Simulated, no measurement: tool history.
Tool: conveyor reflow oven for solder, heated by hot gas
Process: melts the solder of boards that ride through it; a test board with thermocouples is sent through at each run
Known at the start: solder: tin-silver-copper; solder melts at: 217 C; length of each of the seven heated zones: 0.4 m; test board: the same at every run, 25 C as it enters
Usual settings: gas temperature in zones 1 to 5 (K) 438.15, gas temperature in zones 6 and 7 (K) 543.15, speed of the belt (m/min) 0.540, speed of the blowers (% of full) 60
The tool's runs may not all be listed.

run   hour  gas temperature in zones 1 to 5 (K)  gas temperature in zones 6 and 7 (K)  speed of the belt (m/min)  speed of the blowers (% of full)  highest temperature of the board (K)  time above the solder's melting point (s)
  1    0.0                               438.15                                543.15                      0.540                                60                                523.75                                       61.6
  2   15.3                               438.15                                543.15                      0.540                                60                                524.25                                       61.5
  3   27.9                               438.15                                543.15                      0.540                                60                                523.75                                       62.0
  4   42.1                               438.15                                543.15                      0.540                                60                                524.35                                       61.6
  5   59.6                               438.15                                543.15                      0.540                                62                                524.75                                       62.6
  6   71.2                               438.15                                543.15                      0.540                                62                                524.85                                       62.8
  7   87.4                               438.15                                543.15                      0.540                                62                                524.75                                       62.4
  8  100.0                               438.15                                543.15                      0.540                                60                                524.05                                       61.5
  9  108.6                               438.15                                543.15                      0.540                                60                                523.75                                       61.4
 10  117.5                               430.15                                543.15                      0.540                                60                                522.35                                       57.6
 11  129.9                               430.15                                543.15                      0.540                                60                                522.65                                       57.2
 12  141.5                               430.15                                543.15                      0.540                                58                                521.75                                       56.1
 13  159.1                               430.15                                543.15                      0.540                                58                                521.95                                       56.3
 14  174.4                               430.15                                543.15                      0.540                                58                                521.65                                       56.3
 15  186.8                               438.15                                543.15                      0.540                                60                                524.05                                       61.6
 16  195.8                               438.15                                543.15                      0.540                                76                                529.05                                       66.5
 17  211.6                               438.15                                543.15                      0.540                                76                                528.95                                       66.5
 18  226.0                               438.15                                543.15                      0.540                                76                                528.55                                       66.7
 19  240.0                               438.15                                545.15                      0.590                                72                                526.65                                       58.4
 20  251.3                               438.15                                545.15                      0.590                                72                                526.65                                       58.3
 21  261.1                               429.15                                545.15                      0.578                                60                                521.35                                       51.1
 22  279.3                               438.15                                538.15                      0.540                                60                                520.05                                       57.0
 23  287.1                               438.15                                538.15                      0.540                                60                                519.55                                       57.5
 24  300.4                               438.15                                538.15                      0.540                                60                                519.65                                       57.4
 25  313.4                               438.15                                540.15                      0.540                                76                                526.15                                       64.7
     321.3  -- flux residue cleaned out of gas plates and filters
 26  336.7                               431.15                                533.15                      0.465                                83                                524.05                                       73.6
 27  355.2                               438.15                                543.15                      0.540                                81                                530.05                                       68.2
 28  369.4                               438.15                                543.15                      0.488                                60                                527.95                                       72.6
 29  386.2                               438.15                                543.15                      0.458                                68                                531.85                                       82.4

Run 30 comes next. What will it give?
 30  400.9                               438.15                                546.15                      0.540                                60                                     ?                                          ?

{"run 30": {"highest temperature of the board (K)": 527.05, "time above the solder's melting point (s)": 63.9}}
Without the tool's hidden state the same run would have given highest temperature of the board (K) 527.05, time above the solder's melting point (s) 63.9.

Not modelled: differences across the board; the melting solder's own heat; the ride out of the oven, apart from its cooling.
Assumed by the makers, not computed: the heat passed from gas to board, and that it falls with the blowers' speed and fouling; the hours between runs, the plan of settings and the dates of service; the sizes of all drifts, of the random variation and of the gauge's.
